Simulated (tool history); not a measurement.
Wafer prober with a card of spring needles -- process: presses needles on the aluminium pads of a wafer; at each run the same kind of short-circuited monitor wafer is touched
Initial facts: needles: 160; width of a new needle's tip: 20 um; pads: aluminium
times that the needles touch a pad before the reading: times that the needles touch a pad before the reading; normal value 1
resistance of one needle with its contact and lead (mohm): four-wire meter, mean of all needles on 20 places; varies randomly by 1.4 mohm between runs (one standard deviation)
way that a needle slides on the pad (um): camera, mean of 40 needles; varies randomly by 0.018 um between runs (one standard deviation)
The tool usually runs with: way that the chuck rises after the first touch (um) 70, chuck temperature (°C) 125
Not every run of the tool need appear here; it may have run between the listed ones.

run   hour  way that the chuck rises after the first touch (um)  chuck temperature (°C)  times that the needles touch a pad before the reading  resistance of one needle with its contact and lead (mohm)  way that a needle slides on the pad (um)
  1      0                                                   70                     125                                                      1                                                        125                                     15.13
  2   21.3                                                   70                     125                                                      1                                                        125                                     15.12
      33.5  -- tips cleaned on abrasive film
  3   39.1                                                   70                     125                                                      2                                                        125                                     15.12
  4   53.9                                                   70                     125                                                      2                                                        127                                      15.1
  5   68.5                                                   70                     125                                                      2                                                        127                                     15.09
      80.1  -- tips cleaned on abrasive film
  6   81.6                                                   70                     125                                                      2                                                        124                                     15.08
  7  101.3                                                   70                     125                                                      2                                                        126                                     15.06
  8  113.7                                                   70                     125                                                      2                                                        125                                     15.05
     127.1  -- tips cleaned on abrasive film
     130.5  -- height of the first contact set anew
  9  134.6                                                   70                     125                                                      2                                                        121                                     15.07
 10  158.2                                                   70                     125                                                      2                                                        124                                     15.04
 11  172.5                                                   70                     125                                                      2                                                        126                                     15.03
     173.9  -- tips cleaned on abrasive film
 12    195                                                   70                     125                                                      1                                                        125                                        15
 13  213.9                                                   70                     125                                                      1                                                        127                                        15
     220.4  -- tips cleaned on abrasive film
 14  226.8                                                   70                     125                                                      1                                                        128                                     15.02
 15  241.2                                                   73                     125                                                      3                                                        125                                     15.64
 16  259.1                                                   72                     125                                                      3                                                        123                                     15.43
       267  -- tips cleaned on abrasive film
 17  280.3                                                   87                     125                                                      1                                                        122                                     18.62
 18  299.3                                                   75                      40                                                      1                                                        113                                     16.03
     314.6  -- tips cleaned on abrasive film
 19  322.2                                                   75                      40                                                      1                                                        113                                     16.03
 20  337.8                                                   51                      45                                                      3                                                        119                                     10.88
 21  354.8                                                   53                     125                                                      2                                                        128                                     11.27
     361.5  -- tips cleaned on abrasive film
 22  375.3                                                   53                     125                                                      2                                                        131                                      11.3
 23  396.3                                                   53                     125                                                      2                                                        132                                     11.26
     408.2  -- tips cleaned on abrasive film
 24  416.4                                                   51                     125                                                      2                                                        133                                     10.84
 25  434.6                                                   86                     107                                                      2                                                        117                                     18.25

Some steps in way that a needle slides on the pad (um), run to run, broken into two amounts with sign: the step expected even without the hidden condition (settings, incoming material, random variation), and the rest, left for the hidden condition together with whatever gauge scatter is not in both the measured and the hidden-condition-free result:
The tool's hidden condition here consists of: debris on the tips, nm; way that the needles fall short of the set height, um; tips' diameter, um; drift of the gauge itself on contact_mohm, %; drift of the gauge itself on scrub_um, %.
Run 19 -> 20: way that the chuck rises after the first touch (um) 75 -> 51, chuck temperature (°C) 40 -> 45, times that the needles touch a pad before the reading 1 -> 3. way that a needle slides on the pad (um) -5.15: hidden state +0.06, all else -5.21.
Run 24 -> 25: way that the chuck rises after the first touch (um) 51 -> 86, chuck temperature (°C) 125 -> 107. way that a needle slides on the pad (um) +7.41: hidden state -0.14, all else +7.55.

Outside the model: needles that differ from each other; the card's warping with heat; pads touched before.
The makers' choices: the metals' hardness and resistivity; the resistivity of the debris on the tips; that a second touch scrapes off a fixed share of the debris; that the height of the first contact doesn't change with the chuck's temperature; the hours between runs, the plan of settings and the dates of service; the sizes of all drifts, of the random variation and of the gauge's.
